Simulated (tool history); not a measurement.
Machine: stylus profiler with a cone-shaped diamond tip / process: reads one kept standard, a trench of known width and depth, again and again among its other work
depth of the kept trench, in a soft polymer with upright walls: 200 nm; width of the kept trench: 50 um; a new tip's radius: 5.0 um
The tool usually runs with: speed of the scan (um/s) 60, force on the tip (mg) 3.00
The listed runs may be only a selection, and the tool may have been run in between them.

run	hour	speed of the scan (um/s)	force on the tip (mg)	depth of the trench (Å)	width of the trench's floor (um)
1	0.0	60	3.00	2023.4	46.78
2	33.0	79	3.00	2023.2	46.72
3	90.4	18	3.00	2023.8	46.82
4	125.9	55	3.00	2024.2	46.80
5	160.1	60	3.00	2023.2	46.73
6	211.5	60	3.00	2025.6	46.74
7	250.4	60	3.00	2024.5	46.70
# hour 256.5: height scale calibrated on a step standard
8	295.9	60	1.06	2016.4	46.56
9	338.4	60	1.06	2017.7	46.52
10	370.4	60	1.06	2018.0	46.53

Some steps in depth of the trench (Å) between neighbouring runs. How much of each would the tool show without its hidden state too (settings, what came in, random variation), and how much is left for the hidden state, with any gauge scatter that isn't in both results?
Unlogged tool condition in this case: radius of the tip, um; height scale over the true one, %; drift of the gauge itself on depth_nm, %; drift of the gauge itself on floor_um, %.
Run 7 -> 8: force on the tip (mg) 3.00 -> 1.06, height scale calibrated on a step standard. depth of the trench (Å) -8.1: hidden state +0.8, all else -8.9.
